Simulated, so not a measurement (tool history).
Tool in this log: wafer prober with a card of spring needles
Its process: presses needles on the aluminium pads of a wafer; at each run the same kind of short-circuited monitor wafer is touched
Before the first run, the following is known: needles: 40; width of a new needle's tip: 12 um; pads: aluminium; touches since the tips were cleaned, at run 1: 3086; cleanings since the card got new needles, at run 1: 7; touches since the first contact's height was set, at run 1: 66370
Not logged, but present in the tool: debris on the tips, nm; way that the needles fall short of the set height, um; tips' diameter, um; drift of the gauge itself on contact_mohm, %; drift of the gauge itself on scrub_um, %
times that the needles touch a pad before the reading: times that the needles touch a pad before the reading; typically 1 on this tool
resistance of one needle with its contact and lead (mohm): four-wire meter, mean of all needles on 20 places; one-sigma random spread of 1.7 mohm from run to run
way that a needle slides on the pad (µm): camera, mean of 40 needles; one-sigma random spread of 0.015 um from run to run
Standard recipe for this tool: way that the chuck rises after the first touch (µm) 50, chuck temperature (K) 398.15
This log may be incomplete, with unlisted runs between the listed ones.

run,hour,way that the chuck rises after the first touch (µm),chuck temperature (K),times that the needles touch a pad before the reading,touches since the tips were cleaned,cleanings since the card got new needles,touches since the first contact's height was set,resistance of one needle with its contact and lead (mohm),way that a needle slides on the pad (µm)
1,0.0,50,398.15,1,3086,7,66370,168,6.41
# hour 11.7: tips cleaned on abrasive film
# hour 28.7: tips cleaned on abrasive film
2,33.1,50,398.15,1,2230,9,82966,168,6.45
# hour 46.6: tips cleaned on abrasive film
# hour 63.5: tips cleaned on abrasive film
3,63.7,50,398.15,2,120,11,98274,164,6.46
# hour 81.0: tips cleaned on abrasive film
4,84.5,50,398.15,2,1765,12,108699,169,6.48
# hour 99.8: tips cleaned on abrasive film
5,102.6,50,398.15,2,1425,13,117768,165,6.45
# hour 116.9: tips cleaned on abrasive film
6,131.8,50,398.15,2,7507,14,132438,167,6.47
# hour 134.1: tips cleaned on abrasive film
# hour 136.9: height of the first contact set anew
# hour 152.4: tips cleaned on abrasive film
7,152.4,50,398.15,1,0,16,7727,167,6.48
# hour 170.5: tips cleaned on abrasive film
# hour 188.8: tips cleaned on abrasive film
8,188.8,50,398.15,1,0,18,26004,165,6.48
# hour 207.2: tips cleaned on abrasive film
# hour 225.4: tips cleaned on abrasive film
9,225.9,50,398.15,1,241,20,44565,167,6.51
# hour 242.6: tips cleaned on abrasive film
# hour 261.4: tips cleaned on abrasive film
10,263.9,37,398.15,1,1249,22,63630,171,4.81
# hour 280.2: tips cleaned on abrasive film
11,283.2,50,398.15,1,1520,23,73300,167,6.52
# hour 297.8: tips cleaned on abrasive film
12,313.0,50,398.15,2,7651,24,88279,167,6.50
# hour 316.2: tips cleaned on abrasive film
# hour 335.6: tips cleaned on abrasive film
13,337.6,50,398.15,2,1012,26,100590,165,6.52
# hour 354.6: tips cleaned on abrasive film
# hour 372.2: tips cleaned on abrasive film
14,374.9,50,398.15,2,1371,28,119281,166,6.53
# hour 390.9: tips cleaned on abrasive film
# hour 406.2: height of the first contact set anew
# hour 409.6: tips cleaned on abrasive film
15,409.8,50,398.15,1,99,30,1727,168,6.55
# hour 427.9: tips cleaned on abrasive film
16,442.0,50,398.15,1,7088,31,17925,165,6.54
# hour 447.5: tips cleaned on abrasive film
# hour 464.8: tips cleaned on abrasive film
17,464.8,43,398.15,1,0,33,29314,168,5.66
# hour 482.1: tips cleaned on abrasive film
# hour 499.5: tips cleaned on abrasive film
18,500.9,67,387.15,2,702,35,47418,165,8.80
# hour 516.5: tips cleaned on abrasive film
19,527.8,43,343.15,2,5705,36,60911,159,5.68

Run 20 comes next. What will it give?
# hour 536.0: tips cleaned on abrasive film
# hour 554.3: tips cleaned on abrasive film
20,554.3,60,367.15,2,0,38,74186,?,?

{"run 20": {"resistance of one needle with its contact and lead (mohm)": 161, "way that a needle slides on the pad (µm)": 7.9}}
The same run, on a tool lacking any hidden state, would have yielded resistance of one needle with its contact and lead (mohm) 161, way that a needle slides on the pad (µm) 7.73.
